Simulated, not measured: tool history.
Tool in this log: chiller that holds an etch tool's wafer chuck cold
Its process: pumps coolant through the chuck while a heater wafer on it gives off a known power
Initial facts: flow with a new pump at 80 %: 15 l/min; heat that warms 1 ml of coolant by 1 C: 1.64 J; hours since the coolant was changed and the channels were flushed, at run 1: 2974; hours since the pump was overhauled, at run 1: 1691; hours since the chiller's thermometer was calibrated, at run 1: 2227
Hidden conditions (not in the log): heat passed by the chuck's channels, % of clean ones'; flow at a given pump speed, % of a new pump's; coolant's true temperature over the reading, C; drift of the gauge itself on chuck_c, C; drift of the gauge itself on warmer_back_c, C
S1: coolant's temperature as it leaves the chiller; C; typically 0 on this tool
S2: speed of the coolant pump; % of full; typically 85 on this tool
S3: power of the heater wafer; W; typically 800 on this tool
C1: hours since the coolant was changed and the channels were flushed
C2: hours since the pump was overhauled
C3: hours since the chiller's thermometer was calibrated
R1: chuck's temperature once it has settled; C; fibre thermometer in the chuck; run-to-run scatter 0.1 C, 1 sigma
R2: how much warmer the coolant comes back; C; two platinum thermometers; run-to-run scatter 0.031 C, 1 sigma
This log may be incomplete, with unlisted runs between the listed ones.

run	day	S1	S2	S3	C1	C2	C3	R1	R2
1	0	0	85	800	2974	1691	2227	4.6	1.86
2	2.029	-10	85	800	3022	1740	2276	-5.4	1.89
3	3.083	0	63	800	3048	1765	2301	5.9	2.51
4	4.483	0	63	800	3081	1799	2335	5.9	2.44
5	5.646	0	63	800	3109	1827	2363	5.8	2.47
6	7.733	0	63	800	3159	1877	2413	5.6	2.44
7	9.838	0	63	800	3210	1927	2463	5.8	2.45
8	11.446	0	85	800	3248	1966	2502	4.7	1.87
9	13.546	0	85	634	3299	2016	2552	3.9	1.45
10	15.038	0	85	634	3334	2052	2588	3.8	1.41
11	16.829	0	85	634	3377	2095	2631	3.7	1.47
12	19.167	4	85	634	3434	2151	2687	7.9	1.43
13	21.142	4	85	634	3481	2199	2735	7.6	1.5
14	22.4	0	85	800	3511	2229	2765	4.8	1.83
15	24.317	0	85	800	3557	2275	2811	4.8	1.83
16	25.533	0	85	800	3586	2304	2840	4.7	1.84
17	27.621	-2	85	800	3636	2354	2890	2.9	1.81
18	28.996	-2	85	800	3670	2387	2923	2.7	1.77
19	30.267	0	79	575	3700	2418	2954	3.4	1.43
20	32.404	-9	79	575	3751	2469	3005	-5.5	1.44
21	33.662	6	85	1095	3781	2499	3035	12.7	2.49
22	34.821	-6	69	621	3809	2527	3063	-1.9	1.75
23	37.167	4	93	420	3866	2583	3119	6.3	0.94
24	39.292	0	85	1081	3917	2634	3170	6.2	2.51
25	40.492	0	85	1081	3945	2663	3199	6.3	2.48
26	42.65	0	85	655	3997	2715	3251	3.9	1.49
27	45.004	-6	96	413	4054	2771	3307	-3.8	0.84
28	46.862	-6	96	413	4098	2816	3352	-3.8	0.84
29	48.496	-6	96	413	4137	2855	3391	-3.8	0.83
30	49.538	-1	85	470	4162	2880	3416	1.6	1.16
31	51.262	0	81	431	4204	2922	3458	2.8	1
32	53.367	6	81	834	4254	2972	3508	10.9	2.06
33	54.746	6	61	834	4288	3005	3541	12.2	2.68

3 ways to go on from here, each from the tool as it stands after run 33. What would each give?
A	56.267	4	72	474	4324	3042	3578	?	?
B	56.267	-6	63	916	4324	3042	3578	?	?
C	56.267	1	79	526	4324	3042	3578	?	?

run	R1	R2
A	7.2	1.27
B	0.6	2.82
C	4.3	1.32
The same runs, with their run-to-run variation unchanged, on a tool lacking any hidden condition would have given:
run	R1	R2
A	7.3	1.27
B	0.6	2.81
C	4.3	1.32
